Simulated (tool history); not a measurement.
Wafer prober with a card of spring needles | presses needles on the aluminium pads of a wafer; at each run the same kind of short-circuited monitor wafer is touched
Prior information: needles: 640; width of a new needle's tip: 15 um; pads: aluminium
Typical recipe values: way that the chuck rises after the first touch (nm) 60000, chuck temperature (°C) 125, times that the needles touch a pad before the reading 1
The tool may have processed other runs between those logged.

run,hour,way that the chuck rises after the first touch (nm),chuck temperature (°C),times that the needles touch a pad before the reading,resistance of one needle with its contact and lead (mohm),way that a needle slides on the pad (nm)
1,0,60000,125,1,259,12520
# hour 10.5: tips cleaned on abrasive film
2,27.4,60000,125,1,265,12340
# hour 34.9: tips cleaned on abrasive film
# hour 60.1: tips cleaned on abrasive film
3,61,60000,125,1,162,12410
# hour 83.5: tips cleaned on abrasive film
4,94.8,60000,125,1,245,12350
# hour 108.7: tips cleaned on abrasive film
# hour 133: tips cleaned on abrasive film
5,138.5,60000,38,1,214,12390
# hour 157.9: tips cleaned on abrasive film
6,168.6,60000,125,3,184,12300
# hour 181.9: tips cleaned on abrasive film
# hour 206: tips cleaned on abrasive film
7,215.4,60000,125,1,238,12280
# hour 230.7: tips cleaned on abrasive film
8,249.6,49000,125,1,329,9890
# hour 253.8: tips cleaned on abrasive film
# hour 278.2: tips cleaned on abrasive film
9,294.6,49000,125,1,340,9830
# hour 302.2: tips cleaned on abrasive film
# hour 326.2: tips cleaned on abrasive film
10,335.4,49000,125,1,299,9860
# hour 350.3: tips cleaned on abrasive film
11,359.7,60000,125,2,203,12130
# hour 376.1: tips cleaned on abrasive film
12,391.3,60000,125,2,222,12180
# hour 398.9: tips cleaned on abrasive film
# hour 423.5: tips cleaned on abrasive film
13,435.5,42000,54,1,394,8350
# hour 449.1: tips cleaned on abrasive film
14,458.6,56000,54,2,211,11280
# hour 461.6: height of the first contact set anew
# hour 473.4: tips cleaned on abrasive film
# hour 498: tips cleaned on abrasive film
15,510.7,60000,71,1,284,11740
# hour 520.7: tips cleaned on abrasive film
16,532.2,40000,40,1,451,7400
# hour 546.2: tips cleaned on abrasive film
17,562.2,40000,40,1,512,7400
# hour 570.3: tips cleaned on abrasive film
18,587.4,44000,41,2,341,8310
# hour 594.8: tips cleaned on abrasive film
# hour 619: tips cleaned on abrasive film
# hour 634.3: height of the first contact set anew, once more
19,638,41000,87,1,438,8680
# hour 644.9: tips cleaned on abrasive film
20,664.9,41000,87,1,454,8680
# hour 668.5: tips cleaned on abrasive film
# hour 693.1: tips cleaned on abrasive film
21,693.1,41000,87,1,167,8610

Consider 4 possible next runs. They are alternatives, not a sequence: every one starts from the tool as it was left by run 21. What does each give?
# hour 718.9: tips cleaned on abrasive film
A,740.7,51000,50,1,?,?
# hour 718.9: tips cleaned on abrasive film
B,740.7,66000,87,2,?,?
# hour 718.9: tips cleaned on abrasive film
C,740.7,65000,121,2,?,?
# hour 718.9: tips cleaned on abrasive film
D,740.7,41000,57,2,?,?

run,resistance of one needle with its contact and lead (mohm),way that a needle slides on the pad (nm)
A,360,10670
B,214,13810
C,214,13650
D,343,8610
Without the tool's hidden state the same runs would have given:
run,resistance of one needle with its contact and lead (mohm),way that a needle slides on the pad (nm)
A,134,10750
B,135,13890
C,137,13730
D,140,8690

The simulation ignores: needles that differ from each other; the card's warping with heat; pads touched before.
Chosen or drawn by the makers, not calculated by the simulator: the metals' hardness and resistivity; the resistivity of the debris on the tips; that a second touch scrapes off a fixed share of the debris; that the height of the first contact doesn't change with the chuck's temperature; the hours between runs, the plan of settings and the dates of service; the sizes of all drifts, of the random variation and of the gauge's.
